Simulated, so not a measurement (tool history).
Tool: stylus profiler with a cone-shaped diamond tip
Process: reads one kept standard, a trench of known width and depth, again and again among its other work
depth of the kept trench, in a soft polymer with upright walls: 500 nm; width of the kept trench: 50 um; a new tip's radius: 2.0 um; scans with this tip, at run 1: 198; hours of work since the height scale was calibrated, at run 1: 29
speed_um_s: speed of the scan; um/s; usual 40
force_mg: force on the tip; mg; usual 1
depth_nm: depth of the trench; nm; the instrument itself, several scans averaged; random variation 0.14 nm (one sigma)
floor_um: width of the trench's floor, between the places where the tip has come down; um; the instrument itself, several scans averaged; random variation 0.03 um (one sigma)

run	day	speed_um_s	force_mg	scans with this tip	hours of work since the height scale was calibrated	depth_nm	floor_um
1	0	40	1	198	29	504.78	47.01
2	0.854	40	1	280	41	504.78	46.94
3	1.754	40	1	366	54	504.67	46.99
4	2.567	40	1	443	65	504.7	46.95
5	3.279	40	1	511	75	504.47	46.94
6	4.288	40	1	607	89	504.86	47.02
7	5.104	40	1.01	684	100	504.59	47.03
8	5.883	40	1.89	759	111	507.1	47.06
9	6.854	40	1.89	851	125	507.28	47.1
10	7.3	33	0.4	893	131	502.55	46.89
11	8.125	40	1	972	143	504.79	46.97
12	9.058	40	1.58	1061	156	506.45	47.07
13	9.658	40	0.66	1118	164	503.65	46.91
14	10.325	30	0.63	1181	173	503.26	47
15	11.1	18	0.81	1255	184	503.96	47.17
16	11.533	98	0.87	1297	190	504.41	46.37

Forecast each of these 3 alternatives for the next run:
A	12.312	25	1.2	1371	201	?	?
B	12.312	14	1.83	1371	201	?	?
C	12.312	98	2.49	1371	201	?	?

run	depth_nm	floor_um
A	505.27	47.2
B	507.1	47.27
C	508.67	46.8
Without the tool's hidden state the same runs would have given:
run	depth_nm	floor_um
A	505.27	47.2
B	507.1	47.28
C	508.67	46.8
